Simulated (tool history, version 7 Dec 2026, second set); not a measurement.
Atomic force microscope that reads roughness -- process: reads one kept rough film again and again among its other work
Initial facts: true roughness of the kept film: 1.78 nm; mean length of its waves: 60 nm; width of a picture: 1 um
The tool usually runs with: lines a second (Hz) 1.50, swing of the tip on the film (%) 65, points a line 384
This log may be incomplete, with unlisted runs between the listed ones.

run,hour,lines a second (Hz),swing of the tip on the film (%),points a line,roughness of the kept film (nm (root mean square))
1,0.0,1.50,65,384,1.626
2,32.2,1.50,65,384,1.610
3,54.9,1.50,65,384,1.604
4,89.3,1.50,65,384,1.602
5,110.4,1.50,65,384,1.588
6,133.2,1.50,65,611,1.595
7,149.4,1.50,65,611,1.575
# hour 152.1: height scale calibrated on a step standard
# hour 179.1: new tip fitted
8,180.7,1.50,65,611,1.656
9,211.4,1.50,65,611,1.640
# hour 214.2: height scale calibrated on a step standard, once more
10,237.6,1.50,65,384,1.665
11,263.4,1.22,65,384,1.664
12,295.9,0.93,79,384,1.607
13,320.3,0.93,79,384,1.633
14,342.2,0.93,79,1008,1.601
15,358.9,0.61,79,328,1.625
16,387.0,0.64,66,516,1.645
17,417.3,1.50,57,589,1.630
18,444.8,1.50,57,589,1.609
19,468.5,2.08,57,508,1.590
20,484.2,3.05,70,384,1.503
# hour 494.9: new tip fitted
21,503.8,3.05,70,384,1.572

Here are 4 independent what-if runs from the current tool condition. What would each one return?
A,534.6,1.30,89,262,?
B,534.6,2.65,70,382,?
C,534.6,0.53,65,375,?
D,534.6,1.19,88,530,?

run,roughness of the kept film (nm (root mean square))
A,1.538
B,1.583
C,1.713
D,1.560
With no hidden state in the tool, these same runs would have given:
run,roughness of the kept film (nm (root mean square))
A,1.559
B,1.606
C,1.737
D,1.582
